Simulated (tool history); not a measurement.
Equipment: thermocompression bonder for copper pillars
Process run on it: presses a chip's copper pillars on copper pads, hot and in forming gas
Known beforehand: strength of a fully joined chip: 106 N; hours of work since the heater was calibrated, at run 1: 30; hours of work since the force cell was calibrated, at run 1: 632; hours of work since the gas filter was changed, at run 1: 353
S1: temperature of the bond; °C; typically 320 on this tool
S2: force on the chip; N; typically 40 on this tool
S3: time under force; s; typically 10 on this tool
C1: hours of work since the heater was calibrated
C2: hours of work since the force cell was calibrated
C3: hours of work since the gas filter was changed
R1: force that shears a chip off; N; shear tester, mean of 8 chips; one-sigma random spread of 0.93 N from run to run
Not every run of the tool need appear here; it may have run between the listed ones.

{"run": 1, "day": 0.0, "S1": 320, "S2": 40, "S3": 10, "C1": 30, "C2": 632, "C3": 353, "R1": 68.0}
{"run": 2, "day": 0.333, "S1": 320, "S2": 40, "S3": 10, "C1": 36, "C2": 638, "C3": 360, "R1": 68.9}
{"run": 3, "day": 0.592, "S1": 320, "S2": 40, "S3": 10, "C1": 41, "C2": 643, "C3": 364, "R1": 68.6}
{"run": 4, "day": 1.033, "S1": 320, "S2": 40, "S3": 10, "C1": 49, "C2": 651, "C3": 373, "R1": 66.0}
{"run": 5, "day": 1.325, "S1": 320, "S2": 40, "S3": 15, "C1": 55, "C2": 657, "C3": 378, "R1": 73.6}
{"run": 6, "day": 1.729, "S1": 320, "S2": 40, "S3": 10, "C1": 62, "C2": 664, "C3": 386, "R1": 68.4}
{"run": 7, "day": 2.038, "S1": 320, "S2": 40, "S3": 10, "C1": 68, "C2": 670, "C3": 391, "R1": 68.2}
{"run": 8, "day": 2.433, "S1": 320, "S2": 40, "S3": 21, "C1": 75, "C2": 677, "C3": 399, "R1": 79.9}
{"run": 9, "day": 2.712, "S1": 320, "S2": 40, "S3": 21, "C1": 81, "C2": 682, "C3": 404, "R1": 78.6}
{"run": 10, "day": 3.0, "S1": 348, "S2": 40, "S3": 10, "C1": 86, "C2": 688, "C3": 409, "R1": 77.3}
{"run": 11, "day": 3.246, "S1": 320, "S2": 40, "S3": 10, "C1": 91, "C2": 692, "C3": 414, "R1": 67.6}
{"run": 12, "day": 3.479, "S1": 320, "S2": 40, "S3": 12, "C1": 95, "C2": 697, "C3": 418, "R1": 69.6}
{"run": 13, "day": 3.8, "S1": 320, "S2": 40, "S3": 12, "C1": 101, "C2": 703, "C3": 424, "R1": 71.8}
{"run": 14, "day": 4.083, "S1": 320, "S2": 40, "S3": 12, "C1": 106, "C2": 708, "C3": 430, "R1": 70.1}
{"run": 15, "day": 4.375, "S1": 320, "S2": 40, "S3": 13, "C1": 112, "C2": 713, "C3": 435, "R1": 70.9}
{"run": 16, "day": 4.667, "S1": 320, "S2": 40, "S3": 10, "C1": 117, "C2": 719, "C3": 440, "R1": 66.4}
{"run": 17, "day": 4.933, "S1": 312, "S2": 40, "S3": 10, "C1": 122, "C2": 724, "C3": 445, "R1": 62.8}
{"day": 5.146, "done": "forming gas filter changed"}
{"run": 18, "day": 5.271, "S1": 312, "S2": 40, "S3": 10, "C1": 128, "C2": 730, "C3": 2, "R1": 72.7}
{"run": 19, "day": 5.717, "S1": 320, "S2": 40, "S3": 10, "C1": 136, "C2": 738, "C3": 11, "R1": 75.1}
{"run": 20, "day": 5.95, "S1": 320, "S2": 40, "S3": 10, "C1": 141, "C2": 742, "C3": 15, "R1": 77.7}
{"run": 21, "day": 6.304, "S1": 320, "S2": 40, "S3": 22, "C1": 147, "C2": 749, "C3": 22, "R1": 91.2}
{"run": 22, "day": 6.592, "S1": 320, "S2": 53, "S3": 23, "C1": 152, "C2": 754, "C3": 27, "R1": 95.5}
{"run": 23, "day": 7.025, "S1": 320, "S2": 53, "S3": 23, "C1": 161, "C2": 762, "C3": 35, "R1": 95.9}
{"run": 24, "day": 7.271, "S1": 309, "S2": 57, "S3": 7, "C1": 165, "C2": 767, "C3": 40, "R1": 73.2}
{"run": 25, "day": 7.671, "S1": 309, "S2": 57, "S3": 7, "C1": 173, "C2": 774, "C3": 47, "R1": 72.3}
{"run": 26, "day": 7.888, "S1": 298, "S2": 25, "S3": 18, "C1": 177, "C2": 778, "C3": 51, "R1": 61.5}
{"run": 27, "day": 8.271, "S1": 298, "S2": 25, "S3": 18, "C1": 184, "C2": 786, "C3": 58, "R1": 60.4}
{"run": 28, "day": 8.512, "S1": 332, "S2": 35, "S3": 10, "C1": 188, "C2": 790, "C3": 63, "R1": 77.9}
{"run": 29, "day": 8.704, "S1": 293, "S2": 29, "S3": 10, "C1": 192, "C2": 794, "C3": 66, "R1": 50.8}
{"run": 30, "day": 9.104, "S1": 314, "S2": 29, "S3": 5, "C1": 199, "C2": 801, "C3": 74, "R1": 49.9}
{"run": 31, "day": 9.412, "S1": 314, "S2": 29, "S3": 5, "C1": 205, "C2": 807, "C3": 79, "R1": 50.4}
{"run": 32, "day": 9.738, "S1": 317, "S2": 40, "S3": 10, "C1": 211, "C2": 813, "C3": 86, "R1": 73.7}
{"run": 33, "day": 10.167, "S1": 317, "S2": 40, "S3": 10, "C1": 219, "C2": 821, "C3": 94, "R1": 72.4}
{"run": 34, "day": 10.583, "S1": 317, "S2": 40, "S3": 10, "C1": 227, "C2": 829, "C3": 101, "R1": 73.8}
{"run": 35, "day": 10.833, "S1": 300, "S2": 43, "S3": 6, "C1": 232, "C2": 833, "C3": 106, "R1": 55.2}
{"run": 36, "day": 11.025, "S1": 331, "S2": 40, "S3": 10, "C1": 235, "C2": 837, "C3": 110, "R1": 79.8}
{"run": 37, "day": 11.242, "S1": 331, "S2": 40, "S3": 10, "C1": 239, "C2": 841, "C3": 114, "R1": 78.5}
{"run": 38, "day": 11.675, "S1": 342, "S2": 40, "S3": 8, "C1": 247, "C2": 849, "C3": 122, "R1": 79.0}
{"run": 39, "day": 11.883, "S1": 347, "S2": 33, "S3": 28, "C1": 251, "C2": 853, "C3": 126, "R1": 95.5}

4 options for the next run, each taken on its own from the tool as it stands now. Forecast them:
{"run": "A", "day": 12.142, "S1": 347, "S2": 40, "S3": 13, "C1": 256, "C2": 858, "C3": 130, "R1": "?"}
{"run": "B", "day": 12.142, "S1": 320, "S2": 59, "S3": 29, "C1": 256, "C2": 858, "C3": 130, "R1": "?"}
{"run": "C", "day": 12.142, "S1": 347, "S2": 33, "S3": 22, "C1": 256, "C2": 858, "C3": 130, "R1": "?"}
{"run": "D", "day": 12.142, "S1": 324, "S2": 30, "S3": 22, "C1": 256, "C2": 858, "C3": 130, "R1": "?"}

run=A R1=88.7
run=B R1=98.0
run=C R1=92.0
run=D R1=83.5
With no hidden state in the tool, these same runs would have given:
run=A R1=93.2
run=B R1=102.3
run=C R1=96.5
run=D R1=88.2
